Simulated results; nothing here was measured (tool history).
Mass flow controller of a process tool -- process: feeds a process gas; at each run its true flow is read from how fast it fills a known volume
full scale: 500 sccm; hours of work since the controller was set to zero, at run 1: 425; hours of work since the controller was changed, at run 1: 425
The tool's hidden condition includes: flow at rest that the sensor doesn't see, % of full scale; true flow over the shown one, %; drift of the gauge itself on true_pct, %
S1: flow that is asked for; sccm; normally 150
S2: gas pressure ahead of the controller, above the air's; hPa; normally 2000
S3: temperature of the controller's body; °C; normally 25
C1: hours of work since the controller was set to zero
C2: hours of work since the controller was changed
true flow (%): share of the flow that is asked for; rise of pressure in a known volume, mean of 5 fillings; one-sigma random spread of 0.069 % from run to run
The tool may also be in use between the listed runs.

run 1 hour=0.0 | S1=150 S2=2000 S3=25 | C1=425 C2=425 | true_flow_(%)=97.87
run 2 hour=71.1 | S1=150 S2=2000 S3=25 | C1=462 C2=462 | true_flow_(%)=97.93
run 3 hour=155.4 | S1=150 S2=2000 S3=31 | C1=506 C2=506 | true_flow_(%)=97.45
run 4 hour=241.0 | S1=150 S2=2000 S3=31 | C1=550 C2=550 | true_flow_(%)=97.41
run 5 hour=330.2 | S1=150 S2=2000 S3=31 | C1=597 C2=597 | true_flow_(%)=97.51
run 6 hour=377.1 | S1=150 S2=2000 S3=31 | C1=621 C2=621 | true_flow_(%)=97.45
run 7 hour=432.0 | S1=150 S2=2000 S3=31 | C1=650 C2=650 | true_flow_(%)=97.44
run 8 hour=521.1 | S1=55 S2=2000 S3=25 | C1=696 C2=696 | true_flow_(%)=98.15
run 9 hour=613.7 | S1=55 S2=2000 S3=25 | C1=744 C2=744 | true_flow_(%)=98.32
run 10 hour=673.8 | S1=150 S2=1750 S3=25 | C1=776 C2=776 | true_flow_(%)=98.19
run 11 hour=748.0 | S1=150 S2=1750 S3=25 | C1=814 C2=814 | true_flow_(%)=98.19
run 12 hour=823.8 | S1=150 S2=2100 S3=25 | C1=854 C2=854 | true_flow_(%)=97.96
run 13 hour=875.3 | S1=150 S2=2100 S3=25 | C1=881 C2=881 | true_flow_(%)=98.01
run 14 hour=965.9 | S1=150 S2=2100 S3=29 | C1=928 C2=928 | true_flow_(%)=97.71
-- hour=973.4 controller's zero set anew
run 15 hour=1068.0 | S1=169 S2=2100 S3=29 | C1=49 C2=981 | true_flow_(%)=97.85
run 16 hour=1149.4 | S1=147 S2=2100 S3=29 | C1=92 C2=1023 | true_flow_(%)=97.76
-- hour=1187.9 controller's zero set anew, once more
run 17 hour=1245.5 | S1=147 S2=2100 S3=29 | C1=30 C2=1073 | true_flow_(%)=97.09
run 18 hour=1338.8 | S1=150 S2=1510 S3=25 | C1=79 C2=1121 | true_flow_(%)=97.85
run 19 hour=1426.1 | S1=150 S2=2000 S3=35 | C1=124 C2=1167 | true_flow_(%)=96.69
run 20 hour=1528.6 | S1=150 S2=2000 S3=25 | C1=177 C2=1220 | true_flow_(%)=97.65
run 21 hour=1572.6 | S1=150 S2=2000 S3=25 | C1=200 C2=1243 | true_flow_(%)=97.55
run 22 hour=1649.3 | S1=150 S2=2000 S3=26 | C1=240 C2=1283 | true_flow_(%)=97.45
run 23 hour=1711.3 | S1=150 S2=2000 S3=25 | C1=273 C2=1315 | true_flow_(%)=97.60
run 24 hour=1769.5 | S1=150 S2=2000 S3=25 | C1=303 C2=1346 | true_flow_(%)=97.51
run 25 hour=1862.6 | S1=150 S2=2000 S3=25 | C1=351 C2=1394 | true_flow_(%)=97.59
run 26 hour=1957.1 | S1=79 S2=2000 S3=31 | C1=400 C2=1443 | true_flow_(%)=96.85
run 27 hour=2054.6 | S1=150 S2=1810 S3=25 | C1=451 C2=1494 | true_flow_(%)=97.81
run 28 hour=2097.5 | S1=150 S2=1810 S3=25 | C1=474 C2=1516 | true_flow_(%)=97.85
run 29 hour=2143.0 | S1=150 S2=1810 S3=25 | C1=497 C2=1540 | true_flow_(%)=97.71
run 30 hour=2218.5 | S1=150 S2=1810 S3=25 | C1=537 C2=1579 | true_flow_(%)=97.79
run 31 hour=2319.2 | S1=150 S2=2000 S3=25 | C1=589 C2=1632 | true_flow_(%)=97.72
run 32 hour=2376.9 | S1=297 S2=2000 S3=25 | C1=619 C2=1662 | true_flow_(%)=98.53
run 33 hour=2483.2 | S1=150 S2=2030 S3=25 | C1=674 C2=1717 | true_flow_(%)=97.71
run 34 hour=2582.5 | S1=304 S2=1650 S3=33 | C1=726 C2=1769 | true_flow_(%)=98.08
run 35 hour=2687.3 | S1=52 S2=1670 S3=20 | C1=781 C2=1824 | true_flow_(%)=98.75
run 36 hour=2743.0 | S1=52 S2=1670 S3=20 | C1=810 C2=1853 | true_flow_(%)=98.75
run 37 hour=2820.7 | S1=52 S2=1980 S3=23 | C1=850 C2=1893 | true_flow_(%)=98.35
run 38 hour=2882.2 | S1=195 S2=1540 S3=22 | C1=882 C2=1925 | true_flow_(%)=98.62
run 39 hour=2947.6 | S1=150 S2=2000 S3=37 | C1=916 C2=1959 | true_flow_(%)=96.78
run 40 hour=3049.9 | S1=150 S2=2000 S3=34 | C1=969 C2=2012 | true_flow_(%)=97.02
run 41 hour=3111.3 | S1=150 S2=1570 S3=25 | C1=1001 C2=2044 | true_flow_(%)=98.19
run 42 hour=3200.5 | S1=150 S2=1900 S3=38 | C1=1048 C2=2091 | true_flow_(%)=96.74
run 43 hour=3300.9 | S1=230 S2=2040 S3=22 | C1=1100 C2=2143 | true_flow_(%)=98.51
run 44 hour=3352.2 | S1=150 S2=1650 S3=25 | C1=1127 C2=2170 | true_flow_(%)=98.07
run 45 hour=3447.3 | S1=255 S2=1740 S3=23 | C1=1176 C2=2219 | true_flow_(%)=98.75
run 46 hour=3503.1 | S1=155 S2=2310 S3=30 | C1=1205 C2=2248 | true_flow_(%)=97.36
run 47 hour=3585.8 | S1=248 S2=2750 S3=30 | C1=1248 C2=2291 | true_flow_(%)=97.38

Take each entry between the runs: how does the hidden state at the last listed run before it differ from the hidden state at the first listed run after it?
From run 14 to run 15: controller's zero set anew (hour 973.4)
  flow at rest that the sensor doesn't see, % of full scale: 0.174 -> 0.208; true flow over the shown one, %: -0.15 -> -0.16
  measured less the result without the state, true flow (%): +0.43 -> +0.45
From run 16 to run 17: controller's zero set anew, once more (hour 1187.9)
  flow at rest that the sensor doesn't see, % of full scale: 0.215 -> 0.014; true flow over the shown one, %: -0.17 -> -0.18
  measured less the result without the state, true flow (%): +0.55 -> -0.13

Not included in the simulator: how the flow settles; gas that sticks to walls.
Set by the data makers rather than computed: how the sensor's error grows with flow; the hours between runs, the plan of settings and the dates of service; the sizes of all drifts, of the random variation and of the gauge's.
